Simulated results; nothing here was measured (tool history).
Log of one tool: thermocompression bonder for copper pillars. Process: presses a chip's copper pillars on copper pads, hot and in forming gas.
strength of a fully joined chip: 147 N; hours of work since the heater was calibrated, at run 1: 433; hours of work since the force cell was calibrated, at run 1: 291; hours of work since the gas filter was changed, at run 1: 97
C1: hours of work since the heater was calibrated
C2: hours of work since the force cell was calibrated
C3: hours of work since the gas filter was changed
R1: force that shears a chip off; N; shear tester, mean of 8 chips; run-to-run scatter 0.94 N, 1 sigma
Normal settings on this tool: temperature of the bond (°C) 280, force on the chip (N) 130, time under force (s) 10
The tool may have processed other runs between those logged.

{"run": 1, "day": 0.0, "temperature of the bond (°C)": 280, "force on the chip (N)": 130, "time under force (s)": 10, "C1": 433, "C2": 291, "C3": 97, "R1": 84.0}
{"run": 2, "day": 0.238, "temperature of the bond (°C)": 280, "force on the chip (N)": 130, "time under force (s)": 10, "C1": 437, "C2": 295, "C3": 101, "R1": 85.9}
{"run": 3, "day": 0.567, "temperature of the bond (°C)": 280, "force on the chip (N)": 130, "time under force (s)": 10, "C1": 442, "C2": 300, "C3": 106, "R1": 86.4}
{"run": 4, "day": 0.892, "temperature of the bond (°C)": 280, "force on the chip (N)": 130, "time under force (s)": 10, "C1": 448, "C2": 306, "C3": 111, "R1": 85.2}
{"run": 5, "day": 1.121, "temperature of the bond (°C)": 280, "force on the chip (N)": 130, "time under force (s)": 10, "C1": 452, "C2": 310, "C3": 115, "R1": 85.3}
{"run": 6, "day": 1.5, "temperature of the bond (°C)": 265, "force on the chip (N)": 130, "time under force (s)": 10, "C1": 458, "C2": 316, "C3": 122, "R1": 68.6}
{"run": 7, "day": 1.888, "temperature of the bond (°C)": 280, "force on the chip (N)": 148, "time under force (s)": 10, "C1": 464, "C2": 322, "C3": 128, "R1": 91.3}
{"run": 8, "day": 2.304, "temperature of the bond (°C)": 280, "force on the chip (N)": 130, "time under force (s)": 10, "C1": 471, "C2": 329, "C3": 135, "R1": 85.9}
{"run": 9, "day": 2.758, "temperature of the bond (°C)": 280, "force on the chip (N)": 130, "time under force (s)": 10, "C1": 479, "C2": 337, "C3": 142, "R1": 85.0}
{"run": 10, "day": 3.05, "temperature of the bond (°C)": 280, "force on the chip (N)": 130, "time under force (s)": 19, "C1": 483, "C2": 341, "C3": 147, "R1": 102.9}
{"run": 11, "day": 3.279, "temperature of the bond (°C)": 280, "force on the chip (N)": 130, "time under force (s)": 10, "C1": 487, "C2": 345, "C3": 151, "R1": 85.3}
{"run": 12, "day": 3.592, "temperature of the bond (°C)": 280, "force on the chip (N)": 130, "time under force (s)": 10, "C1": 492, "C2": 350, "C3": 156, "R1": 85.6}
{"run": 13, "day": 4.108, "temperature of the bond (°C)": 280, "force on the chip (N)": 130, "time under force (s)": 10, "C1": 501, "C2": 359, "C3": 165, "R1": 83.9}
{"run": 14, "day": 4.554, "temperature of the bond (°C)": 280, "force on the chip (N)": 130, "time under force (s)": 10, "C1": 508, "C2": 366, "C3": 172, "R1": 84.3}
{"run": 15, "day": 4.979, "temperature of the bond (°C)": 280, "force on the chip (N)": 88, "time under force (s)": 10, "C1": 515, "C2": 373, "C3": 179, "R1": 68.2}
{"run": 16, "day": 5.346, "temperature of the bond (°C)": 280, "force on the chip (N)": 87, "time under force (s)": 10, "C1": 521, "C2": 379, "C3": 185, "R1": 69.6}
{"run": 17, "day": 5.738, "temperature of the bond (°C)": 280, "force on the chip (N)": 87, "time under force (s)": 10, "C1": 528, "C2": 386, "C3": 191, "R1": 67.2}
{"run": 18, "day": 5.971, "temperature of the bond (°C)": 280, "force on the chip (N)": 130, "time under force (s)": 10, "C1": 532, "C2": 390, "C3": 195, "R1": 84.4}
{"run": 19, "day": 6.317, "temperature of the bond (°C)": 280, "force on the chip (N)": 130, "time under force (s)": 10, "C1": 537, "C2": 395, "C3": 201, "R1": 84.4}
{"day": 6.425, "done": "force cell calibrated"}
{"run": 20, "day": 6.825, "temperature of the bond (°C)": 280, "force on the chip (N)": 130, "time under force (s)": 10, "C1": 545, "C2": 7, "C3": 208, "R1": 84.9}
{"run": 21, "day": 7.312, "temperature of the bond (°C)": 289, "force on the chip (N)": 130, "time under force (s)": 10, "C1": 553, "C2": 15, "C3": 216, "R1": 95.2}
{"run": 22, "day": 7.717, "temperature of the bond (°C)": 289, "force on the chip (N)": 81, "time under force (s)": 28, "C1": 559, "C2": 21, "C3": 223, "R1": 100.7}
{"run": 23, "day": 8.129, "temperature of the bond (°C)": 280, "force on the chip (N)": 107, "time under force (s)": 14, "C1": 566, "C2": 28, "C3": 230, "R1": 84.3}
{"run": 24, "day": 8.488, "temperature of the bond (°C)": 280, "force on the chip (N)": 107, "time under force (s)": 14, "C1": 572, "C2": 34, "C3": 236, "R1": 85.0}
{"day": 8.65, "done": "force cell calibrated, once more"}
{"run": 25, "day": 8.975, "temperature of the bond (°C)": 250, "force on the chip (N)": 152, "time under force (s)": 13, "C1": 579, "C2": 5, "C3": 243, "R1": 67.4}
{"run": 26, "day": 9.204, "temperature of the bond (°C)": 250, "force on the chip (N)": 152, "time under force (s)": 13, "C1": 583, "C2": 9, "C3": 246, "R1": 65.6}
{"run": 27, "day": 9.6, "temperature of the bond (°C)": 303, "force on the chip (N)": 130, "time under force (s)": 10, "C1": 589, "C2": 16, "C3": 253, "R1": 105.7}
{"run": 28, "day": 9.867, "temperature of the bond (°C)": 303, "force on the chip (N)": 130, "time under force (s)": 10, "C1": 594, "C2": 20, "C3": 257, "R1": 105.6}
{"run": 29, "day": 10.183, "temperature of the bond (°C)": 301, "force on the chip (N)": 130, "time under force (s)": 10, "C1": 599, "C2": 25, "C3": 263, "R1": 102.0}
{"run": 30, "day": 10.717, "temperature of the bond (°C)": 301, "force on the chip (N)": 130, "time under force (s)": 10, "C1": 608, "C2": 34, "C3": 271, "R1": 104.3}
{"run": 31, "day": 10.975, "temperature of the bond (°C)": 293, "force on the chip (N)": 182, "time under force (s)": 10, "C1": 612, "C2": 38, "C3": 276, "R1": 110.4}
{"run": 32, "day": 11.246, "temperature of the bond (°C)": 295, "force on the chip (N)": 130, "time under force (s)": 5, "C1": 616, "C2": 43, "C3": 280, "R1": 81.2}
{"run": 33, "day": 11.642, "temperature of the bond (°C)": 295, "force on the chip (N)": 130, "time under force (s)": 5, "C1": 623, "C2": 49, "C3": 287, "R1": 81.3}

Predict the results of run 34:
{"run": 34, "day": 12.175, "temperature of the bond (°C)": 289, "force on the chip (N)": 124, "time under force (s)": 10, "C1": 632, "C2": 58, "C3": 295, "R1": "?"}

{"run 34": {"R1": 89.0}}
Were there no unlogged condition in the tool, this run, its random variation unchanged, would have produced R1 85.5 N.

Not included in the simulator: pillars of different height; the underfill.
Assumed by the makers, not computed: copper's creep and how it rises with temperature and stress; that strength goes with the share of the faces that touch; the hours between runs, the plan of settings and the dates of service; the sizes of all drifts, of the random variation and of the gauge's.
